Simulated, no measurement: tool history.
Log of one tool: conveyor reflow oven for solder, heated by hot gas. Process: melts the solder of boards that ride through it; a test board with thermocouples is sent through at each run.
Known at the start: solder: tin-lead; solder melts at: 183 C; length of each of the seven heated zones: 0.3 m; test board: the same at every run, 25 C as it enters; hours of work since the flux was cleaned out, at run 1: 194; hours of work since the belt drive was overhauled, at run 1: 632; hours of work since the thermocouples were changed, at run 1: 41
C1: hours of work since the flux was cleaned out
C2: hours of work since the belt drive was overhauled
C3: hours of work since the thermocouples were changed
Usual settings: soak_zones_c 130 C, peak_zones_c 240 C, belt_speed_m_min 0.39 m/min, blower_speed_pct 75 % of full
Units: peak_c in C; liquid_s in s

run 1 hour=0 | soak_zones_c=130 peak_zones_c=240 belt_speed_m_min=0.39 blower_speed_pct=75 | C1=194 C2=632 C3=41 | peak_c=229.1 liquid_s=76.96
run 2 hour=18.5 | soak_zones_c=130 peak_zones_c=240 belt_speed_m_min=0.39 blower_speed_pct=75 | C1=206 C2=644 C3=53 | peak_c=229.2 liquid_s=76.99
run 3 hour=39.2 | soak_zones_c=130 peak_zones_c=240 belt_speed_m_min=0.39 blower_speed_pct=75 | C1=220 C2=658 C3=67 | peak_c=229 liquid_s=77.11
run 4 hour=53.3 | soak_zones_c=130 peak_zones_c=240 belt_speed_m_min=0.39 blower_speed_pct=75 | C1=229 C2=667 C3=76 | peak_c=229.2 liquid_s=77
run 5 hour=69.5 | soak_zones_c=130 peak_zones_c=240 belt_speed_m_min=0.346 blower_speed_pct=75 | C1=240 C2=678 C3=87 | peak_c=232.4 liquid_s=89.68
run 6 hour=88.3 | soak_zones_c=130 peak_zones_c=240 belt_speed_m_min=0.39 blower_speed_pct=75 | C1=253 C2=690 C3=100 | peak_c=229 liquid_s=77
run 7 hour=112.1 | soak_zones_c=126 peak_zones_c=240 belt_speed_m_min=0.39 blower_speed_pct=75 | C1=268 C2=706 C3=115 | peak_c=228.8 liquid_s=75.41
run 8 hour=135.7 | soak_zones_c=130 peak_zones_c=240 belt_speed_m_min=0.365 blower_speed_pct=75 | C1=284 C2=722 C3=131 | peak_c=230.7 liquid_s=83.83
run 9 hour=157.2 | soak_zones_c=130 peak_zones_c=240 belt_speed_m_min=0.365 blower_speed_pct=75 | C1=298 C2=736 C3=145 | peak_c=230.6 liquid_s=83.6
run 10 hour=171.4 | soak_zones_c=130 peak_zones_c=240 belt_speed_m_min=0.365 blower_speed_pct=75 | C1=308 C2=746 C3=155 | peak_c=230.9 liquid_s=84
-- hour=203.3 flux residue cleaned out of gas plates and filters
run 11 hour=203.3 | soak_zones_c=130 peak_zones_c=240 belt_speed_m_min=0.39 blower_speed_pct=75 | C1=0 C2=764 C3=173 | peak_c=228.9 liquid_s=77.13
run 12 hour=224.1 | soak_zones_c=130 peak_zones_c=240 belt_speed_m_min=0.39 blower_speed_pct=75 | C1=14 C2=777 C3=187 | peak_c=229 liquid_s=77.09
run 13 hour=250.3 | soak_zones_c=130 peak_zones_c=240 belt_speed_m_min=0.39 blower_speed_pct=75 | C1=31 C2=795 C3=204 | peak_c=229 liquid_s=77.12
run 14 hour=272.3 | soak_zones_c=130 peak_zones_c=229 belt_speed_m_min=0.39 blower_speed_pct=75 | C1=46 C2=809 C3=219 | peak_c=218.6 liquid_s=69.66
run 15 hour=292.8 | soak_zones_c=131 peak_zones_c=240 belt_speed_m_min=0.39 blower_speed_pct=75 | C1=60 C2=823 C3=232 | peak_c=229.3 liquid_s=77.42
run 16 hour=318.5 | soak_zones_c=130 peak_zones_c=240 belt_speed_m_min=0.438 blower_speed_pct=75 | C1=77 C2=840 C3=249 | peak_c=225.6 liquid_s=65.94
run 17 hour=344.1 | soak_zones_c=130 peak_zones_c=240 belt_speed_m_min=0.438 blower_speed_pct=75 | C1=94 C2=857 C3=266 | peak_c=225.5 liquid_s=65.93
run 18 hour=360.1 | soak_zones_c=122 peak_zones_c=240 belt_speed_m_min=0.438 blower_speed_pct=75 | C1=104 C2=868 C3=277 | peak_c=224.9 liquid_s=62.66
run 19 hour=374.9 | soak_zones_c=122 peak_zones_c=240 belt_speed_m_min=0.438 blower_speed_pct=75 | C1=114 C2=878 C3=287 | peak_c=225 liquid_s=62.68
run 20 hour=397 | soak_zones_c=124 peak_zones_c=240 belt_speed_m_min=0.374 blower_speed_pct=71 | C1=129 C2=892 C3=302 | peak_c=229.2 liquid_s=78.38
run 21 hour=423.4 | soak_zones_c=139 peak_zones_c=241 belt_speed_m_min=0.39 blower_speed_pct=59 | C1=146 C2=910 C3=319 | peak_c=228.9 liquid_s=79.7
run 22 hour=446.9 | soak_zones_c=139 peak_zones_c=241 belt_speed_m_min=0.39 blower_speed_pct=59 | C1=162 C2=926 C3=335 | peak_c=229 liquid_s=79.69
run 23 hour=473.4 | soak_zones_c=139 peak_zones_c=241 belt_speed_m_min=0.39 blower_speed_pct=59 | C1=180 C2=943 C3=352 | peak_c=228.9 liquid_s=79.62
run 24 hour=498.2 | soak_zones_c=130 peak_zones_c=240 belt_speed_m_min=0.452 blower_speed_pct=82 | C1=196 C2=960 C3=369 | peak_c=225.8 liquid_s=63.9
run 25 hour=514.2 | soak_zones_c=130 peak_zones_c=240 belt_speed_m_min=0.452 blower_speed_pct=82 | C1=207 C2=970 C3=380 | peak_c=225.7 liquid_s=63.8
run 26 hour=533.9 | soak_zones_c=130 peak_zones_c=246 belt_speed_m_min=0.39 blower_speed_pct=77 | C1=220 C2=983 C3=393 | peak_c=234.8 liquid_s=80.3

Hidden state at the last listed run before each entry between runs and at the first one after, where it differs:
Between runs 10 and 11: flux residue cleaned out of gas plates and filters (hour 203.3)
  heat that the gas passes to the board, % of a clean oven's: 99.9 -> 100
